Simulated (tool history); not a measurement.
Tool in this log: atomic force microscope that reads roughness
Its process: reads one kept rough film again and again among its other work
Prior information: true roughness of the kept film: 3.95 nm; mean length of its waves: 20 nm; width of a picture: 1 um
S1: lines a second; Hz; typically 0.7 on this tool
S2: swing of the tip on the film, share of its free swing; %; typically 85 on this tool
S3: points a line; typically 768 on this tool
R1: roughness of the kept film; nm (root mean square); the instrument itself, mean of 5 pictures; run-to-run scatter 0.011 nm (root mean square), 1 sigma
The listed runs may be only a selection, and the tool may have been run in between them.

run 1 hour=0 | S1=0.7 S2=85 S3=768 | R1=1.839
-- hour=48.4 new tip fitted
run 2 hour=59.4 | S1=0.7 S2=85 S3=768 | R1=2.577
run 3 hour=120 | S1=0.7 S2=85 S3=768 | R1=2.135
run 4 hour=169.2 | S1=0.7 S2=85 S3=561 | R1=1.868
-- hour=209.6 new tip fitted
run 5 hour=212.7 | S1=0.7 S2=85 S3=365 | R1=2.626
run 6 hour=278.1 | S1=0.7 S2=84 S3=365 | R1=2.133
run 7 hour=350.8 | S1=0.7 S2=84 S3=365 | R1=1.74
-- hour=366.3 new tip fitted
run 8 hour=407 | S1=0.7 S2=84 S3=365 | R1=2.26
run 9 hour=462.6 | S1=1.508 S2=84 S3=365 | R1=1.816
run 10 hour=496.1 | S1=1.508 S2=84 S3=365 | R1=1.66
-- hour=524.5 new tip fitted
run 11 hour=558.1 | S1=1.508 S2=84 S3=365 | R1=2.202
run 12 hour=591.8 | S1=1.508 S2=84 S3=365 | R1=1.999
run 13 hour=629.5 | S1=0.93 S2=86 S3=534 | R1=1.901
run 14 hour=664.5 | S1=0.507 S2=63 S3=257 | R1=1.804
-- hour=680.4 new tip fitted
run 15 hour=736.1 | S1=0.938 S2=78 S3=256 | R1=2.151
-- hour=786.4 height scale calibrated on a step standard
run 16 hour=791.5 | S1=1.143 S2=64 S3=268 | R1=1.886
-- hour=838 new tip fitted
run 17 hour=838 | S1=1.143 S2=64 S3=268 | R1=2.655
run 18 hour=912.6 | S1=0.7 S2=85 S3=882 | R1=2.07
run 19 hour=977.2 | S1=2.355 S2=85 S3=882 | R1=1.538
-- hour=1000.1 new tip fitted
run 20 hour=1015.4 | S1=3.223 S2=89 S3=742 | R1=1.998
run 21 hour=1087.6 | S1=3.223 S2=89 S3=742 | R1=1.61
-- hour=1155.9 new tip fitted
run 22 hour=1155.9 | S1=3.223 S2=89 S3=742 | R1=2.088
run 23 hour=1228.5 | S1=3.223 S2=89 S3=742 | R1=1.658
run 24 hour=1267.2 | S1=3.223 S2=89 S3=742 | R1=1.485

Some steps in R1 between neighbouring runs. How much of each would the tool show without its hidden state too (settings, what came in, random variation), and how much is left for the hidden state, with any gauge scatter that isn't in both results?
Hidden state present: radius of the tip, nm; height scale over the true one, %; drift of the gauge itself on roughness_nm, %.
Run 4 -> 5: S3 561 -> 365, new tip fitted. R1 +0.758 nm (root mean square): hidden state +0.778, all else -0.02.
Run 16 -> 17: new tip fitted. R1 +0.769 nm (root mean square): hidden state +0.748, all else +0.021.
